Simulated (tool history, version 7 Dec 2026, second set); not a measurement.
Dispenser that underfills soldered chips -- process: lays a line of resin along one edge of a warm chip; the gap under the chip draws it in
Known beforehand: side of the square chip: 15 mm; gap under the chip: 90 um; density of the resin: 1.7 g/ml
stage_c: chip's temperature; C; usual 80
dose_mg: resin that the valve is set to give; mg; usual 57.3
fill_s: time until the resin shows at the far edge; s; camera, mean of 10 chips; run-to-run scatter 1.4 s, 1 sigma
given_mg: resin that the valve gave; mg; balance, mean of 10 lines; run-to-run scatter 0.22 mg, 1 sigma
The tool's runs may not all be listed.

{"run": 1, "hour": 0.0, "stage_c": 80, "dose_mg": 57.3, "fill_s": 195.7, "given_mg": 57.4}
{"hour": 4.7, "done": "new syringe of resin"}
{"run": 2, "hour": 4.7, "stage_c": 80, "dose_mg": 57.3, "fill_s": 131.3, "given_mg": 56.68}
{"run": 3, "hour": 10.1, "stage_c": 80, "dose_mg": 55.5, "fill_s": 177.8, "given_mg": 55.1}
{"run": 4, "hour": 15.9, "stage_c": 80, "dose_mg": 55.5, "fill_s": 232.3, "given_mg": 55.01}
{"hour": 17.2, "done": "new syringe of resin"}
{"run": 5, "hour": 22.8, "stage_c": 80, "dose_mg": 55.5, "fill_s": 178.3, "given_mg": 54.72}
{"run": 6, "hour": 27.2, "stage_c": 80, "dose_mg": 55.5, "fill_s": 220.1, "given_mg": 55.03}
{"hour": 29.7, "done": "new syringe of resin"}
{"run": 7, "hour": 30.7, "stage_c": 80, "dose_mg": 57.3, "fill_s": 140.5, "given_mg": 56.4}
{"run": 8, "hour": 37.2, "stage_c": 80, "dose_mg": 57.3, "fill_s": 192, "given_mg": 56.3}
{"run": 9, "hour": 41.1, "stage_c": 80, "dose_mg": 57.3, "fill_s": 235.5, "given_mg": 56.59}
{"hour": 42.0, "done": "new syringe of resin"}
{"run": 10, "hour": 45.1, "stage_c": 80, "dose_mg": 57.3, "fill_s": 152.6, "given_mg": 56.54}
{"run": 11, "hour": 50.7, "stage_c": 80, "dose_mg": 57.3, "fill_s": 204.9, "given_mg": 56.31}
{"hour": 54.3, "done": "new syringe of resin"}
{"run": 12, "hour": 57.2, "stage_c": 86, "dose_mg": 57.3, "fill_s": 121.9, "given_mg": 56.32}
{"run": 13, "hour": 62.7, "stage_c": 86, "dose_mg": 57.3, "fill_s": 157.6, "given_mg": 56.34}
{"hour": 66.6, "done": "new syringe of resin"}
{"run": 14, "hour": 67.2, "stage_c": 86, "dose_mg": 52.1, "fill_s": 105, "given_mg": 50.85}
{"run": 15, "hour": 70.3, "stage_c": 80, "dose_mg": 71.3, "fill_s": 155, "given_mg": 69.6}
{"run": 16, "hour": 75.7, "stage_c": 80, "dose_mg": 71.3, "fill_s": 204.3, "given_mg": 69.78}
{"hour": 78.9, "done": "new syringe of resin"}
{"run": 17, "hour": 81.3, "stage_c": 80, "dose_mg": 57.3, "fill_s": 148.2, "given_mg": 55.98}
{"run": 18, "hour": 84.5, "stage_c": 80, "dose_mg": 57.3, "fill_s": 172.2, "given_mg": 56}
{"run": 19, "hour": 90.3, "stage_c": 80, "dose_mg": 73.1, "fill_s": 231.3, "given_mg": 71.43}
{"hour": 91.3, "done": "new syringe of resin"}
{"hour": 92.7, "done": "dispensing valve cleaned and set on the balance"}
{"run": 20, "hour": 94.7, "stage_c": 74, "dose_mg": 62, "fill_s": 188.1, "given_mg": 62.1}
{"run": 21, "hour": 99.0, "stage_c": 74, "dose_mg": 62, "fill_s": 234.5, "given_mg": 61.69}
{"run": 22, "hour": 103.6, "stage_c": 71, "dose_mg": 63.7, "fill_s": 341.8, "given_mg": 63.69}
{"hour": 105.1, "done": "new syringe of resin"}
{"run": 23, "hour": 109.2, "stage_c": 71, "dose_mg": 63.7, "fill_s": 230.9, "given_mg": 63.38}
{"run": 24, "hour": 112.5, "stage_c": 67, "dose_mg": 57.3, "fill_s": 324.9, "given_mg": 56.78}
{"hour": 117.5, "done": "new syringe of resin"}
{"run": 25, "hour": 118.1, "stage_c": 69, "dose_mg": 57.3, "fill_s": 207.8, "given_mg": 56.64}
{"run": 26, "hour": 121.4, "stage_c": 87, "dose_mg": 65.1, "fill_s": 116.3, "given_mg": 64.68}
{"run": 27, "hour": 125.7, "stage_c": 92, "dose_mg": 74.5, "fill_s": 119, "given_mg": 73.59}
{"hour": 129.9, "done": "new syringe of resin"}
{"run": 28, "hour": 131.4, "stage_c": 92, "dose_mg": 74.5, "fill_s": 85.6, "given_mg": 73.74}
{"run": 29, "hour": 138.3, "stage_c": 66, "dose_mg": 70.8, "fill_s": 352.2, "given_mg": 70.17}
{"run": 30, "hour": 141.5, "stage_c": 75, "dose_mg": 51.2, "fill_s": 285.7, "given_mg": 50.24}
{"hour": 142.4, "done": "new syringe of resin"}
{"run": 31, "hour": 148.9, "stage_c": 80, "dose_mg": 51.1, "fill_s": 175.2, "given_mg": 50.25}

Run 32 is up next; what results do you expect?
{"hour": 154.8, "done": "new syringe of resin"}
{"run": 32, "hour": 156.0, "stage_c": 80, "dose_mg": 50.7, "fill_s": "?", "given_mg": "?"}

fill_s: 140.1 s
given_mg: 49.85 mg
With the hidden condition absent and the run-to-run variation left alone, this run would have shown fill_s 138.6 s, given_mg 50.77 mg.

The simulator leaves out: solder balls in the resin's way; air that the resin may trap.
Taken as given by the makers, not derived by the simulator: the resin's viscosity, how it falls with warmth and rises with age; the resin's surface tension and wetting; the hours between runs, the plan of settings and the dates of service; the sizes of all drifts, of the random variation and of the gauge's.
